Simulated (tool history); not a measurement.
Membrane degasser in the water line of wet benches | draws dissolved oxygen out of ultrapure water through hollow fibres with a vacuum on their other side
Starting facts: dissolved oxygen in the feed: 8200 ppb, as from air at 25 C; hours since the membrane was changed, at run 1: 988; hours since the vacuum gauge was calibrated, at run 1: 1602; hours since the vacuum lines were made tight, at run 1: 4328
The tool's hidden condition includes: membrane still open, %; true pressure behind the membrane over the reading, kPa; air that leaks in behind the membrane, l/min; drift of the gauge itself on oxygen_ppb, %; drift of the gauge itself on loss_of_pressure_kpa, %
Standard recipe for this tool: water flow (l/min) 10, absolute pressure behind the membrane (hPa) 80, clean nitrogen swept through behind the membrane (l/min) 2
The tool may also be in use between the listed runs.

run,hour,water flow (l/min),absolute pressure behind the membrane (hPa),clean nitrogen swept through behind the membrane (l/min),hours since the membrane was changed,hours since the vacuum gauge was calibrated,hours since the vacuum lines were made tight,dissolved oxygen in the water behind the degasser (ppb),pressure that the water loses in the fibres (hPa)
1,0,10,80,2,988,1602,4328,126.6,501.6
2,50.7,10,80,2,1039,1652,4379,125.4,501.8
3,77.5,10,80,1.03,1066,1679,4406,176.2,503.5
4,120.9,10,80,1.03,1109,1723,4449,177.2,504.5
5,143.4,10,80,1.03,1131,1745,4472,174.8,504.9
6,182.8,10,80,2,1171,1784,4511,126.1,504
7,211.6,10,80,2,1200,1813,4540,128.4,508
8,257.2,10,80,2,1245,1859,4586,126.2,501.5
9,307.9,10,80,2,1296,1910,4636,127.3,502.4
10,336.3,10,80,2,1324,1938,4665,124.6,501
11,368.3,10,80,2,1356,1970,4697,127.2,503.4
12,411.1,10,80,2,1399,2013,4739,126.5,505.5
13,450.4,10,80,2,1439,2052,4779,126.1,503.5
14,473.3,10,80,2,1461,2075,4802,125.9,502.6
15,496.4,10,80,2,1484,2098,4825,127.1,502.7
# hour 499.3: vacuum gauge calibrated
16,535.8,10,80,2,1523,36,4864,126.9,506.5
17,573.2,7,80,2,1561,74,4901,80.4,353.4
18,602,7,80,2,1590,103,4930,80.7,356
19,633.9,10,69.8,0.83,1622,135,4962,180,506.8
20,684.9,10,97,0.83,1673,186,5013,251.4,509.9
21,715.8,15,153.8,0.83,1703,216,5044,603.2,758.1
22,749.9,15,153.8,0.83,1738,251,5078,594.6,759.4
# hour 783.3: vacuum gauge calibrated, once more
23,786.3,10,80,1.94,1773,3,5114,128.2,508.3
24,813.8,6,101.9,2,1801,31,5141,81,303.4
25,841.5,6,101.9,2,1829,58,5169,81.6,302.4
26,884.1,9,63.8,2.5,1871,101,5211,86.8,453.4
27,922.9,8,75.2,2.29,1910,140,5250,85,404.2
28,970.1,14,122.4,1.11,1957,187,5297,373.8,709.5
29,1016,7,50.8,5.87,2003,233,5343,42.3,355.8
30,1050.8,7,50.8,5.87,2038,268,5378,42.7,356.5
31,1092.6,8,65.3,5.94,2080,309,5420,58.4,404.4
32,1133.7,14,80,2,2121,350,5461,198.7,714.4
33,1165.8,14,80,2,2153,382,5493,198.6,708.1

How would selected steps in dissolved oxygen in the water behind the degasser (ppb) from run to run divide? Give the signed amount a tool lacking its hidden state would still show from settings, what came in and random variation, and the signed amount left for the hidden state, including any gauge scatter that is not in both of the compared results.
Run 20 -> 21: water flow (l/min) 10 -> 15, absolute pressure behind the membrane (hPa) 97 -> 153.8. dissolved oxygen in the water behind the degasser (ppb) +351.8: hidden state +5.3, all else +346.5.
Run 22 -> 23: water flow (l/min) 15 -> 10, absolute pressure behind the membrane (hPa) 153.8 -> 80, clean nitrogen swept through behind the membrane (l/min) 0.83 -> 1.94, vacuum gauge calibrated, once more. dissolved oxygen in the water behind the degasser (ppb) -466.4: hidden state -10.2, all else -456.2.
Run 27 -> 28: water flow (l/min) 8 -> 14, absolute pressure behind the membrane (hPa) 75.2 -> 122.4, clean nitrogen swept through behind the membrane (l/min) 2.29 -> 1.11. dissolved oxygen in the water behind the degasser (ppb) +288.8: hidden state +6.9, all else +281.9.
Run 28 -> 29: water flow (l/min) 14 -> 7, absolute pressure behind the membrane (hPa) 122.4 -> 50.8, clean nitrogen swept through behind the membrane (l/min) 1.11 -> 5.87. dissolved oxygen in the water behind the degasser (ppb) -331.5: hidden state -8.8, all else -322.7.
